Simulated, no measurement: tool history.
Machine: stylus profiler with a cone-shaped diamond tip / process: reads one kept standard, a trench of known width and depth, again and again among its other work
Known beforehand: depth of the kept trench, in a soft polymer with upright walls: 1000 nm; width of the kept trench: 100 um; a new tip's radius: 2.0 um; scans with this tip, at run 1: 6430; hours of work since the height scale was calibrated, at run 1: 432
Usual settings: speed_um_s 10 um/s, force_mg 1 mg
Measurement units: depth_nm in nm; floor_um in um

run,day,speed_um_s,force_mg,scans with this tip,hours of work since the height scale was calibrated,depth_nm,floor_um
1,0,10,1,6430,432,1001.92,95.95
2,0.642,10,1,6580,443,1002.47,95.95
3,1.096,10,1,6686,450,1002.04,95.96
4,1.396,10,1,6757,454,1002.35,95.94
5,1.704,21,1,6828,459,1002.01,95.88
6,2.362,21,0.81,6982,470,1001.51,95.84
7,2.775,21,0.81,7078,476,1001.26,95.86
8,3.412,21,0.81,7228,486,1001.27,95.79
9,4.038,21,0.81,7373,496,1001.36,95.77
10,4.404,21,0.81,7459,502,1000.99,95.8
11,4.946,40,1,7586,510,1001.8,95.72
12,5.417,10,1,7696,518,1001.5,95.91
13,6.046,10,1,7843,527,1001.61,95.88
14,6.733,10,1,8004,538,1001.83,95.84
15,7.3,10,1,8136,547,1001.92,95.89
16,7.604,17,0.37,8208,552,999.9,95.72
17,8.283,12,0.77,8366,563,1000.69,95.81
18,8.862,6,1,8501,572,1001.59,95.87
19,9.346,6,1,8615,579,1001.72,95.91
20,9.904,5,0.44,8745,588,999.82,95.78
21,10.367,10,1.16,8853,595,1001.82,95.85
22,10.679,10,1.16,8926,600,1002.13,95.83
23,11.088,19,0.54,9021,607,999.97,95.68
24,11.504,10,0.88,9119,613,1001.51,95.8
25,11.892,14,0.33,9209,619,999.07,95.7
26,12.254,2,2.92,9294,625,1006.13,95.86
27,12.875,7,1.86,9439,635,1003.45,95.78
28,13.192,24,1.6,9513,640,1002.73,95.76
29,13.817,10,0.45,9659,650,999.13,95.74

How would selected steps in depth_nm from run to run divide? Give the signed amount a tool lacking its hidden state would still show from settings, what came in and random variation, and the signed amount left for the hidden state, including any gauge scatter that is not in both of the compared results.
Hidden state at play: radius of the tip, um; height scale over the true one, %; drift of the gauge itself on depth_nm, %; drift of the gauge itself on floor_um, %.
Run 1 -> 2: no setting changed, nothing entered. depth_nm +0.55 nm: hidden state -0.06, all else +0.61.
Run 5 -> 6: force_mg 1 -> 0.81. depth_nm -0.5 nm: hidden state -0.06, all else -0.44.
Run 25 -> 26: speed_um_s 14 -> 2, force_mg 0.33 -> 2.92. depth_nm +7.06 nm: hidden state -0.04, all else +7.1.
Run 28 -> 29: speed_um_s 24 -> 10, force_mg 1.6 -> 0.45. depth_nm -3.6 nm: hidden state -0.04, all else -3.56.
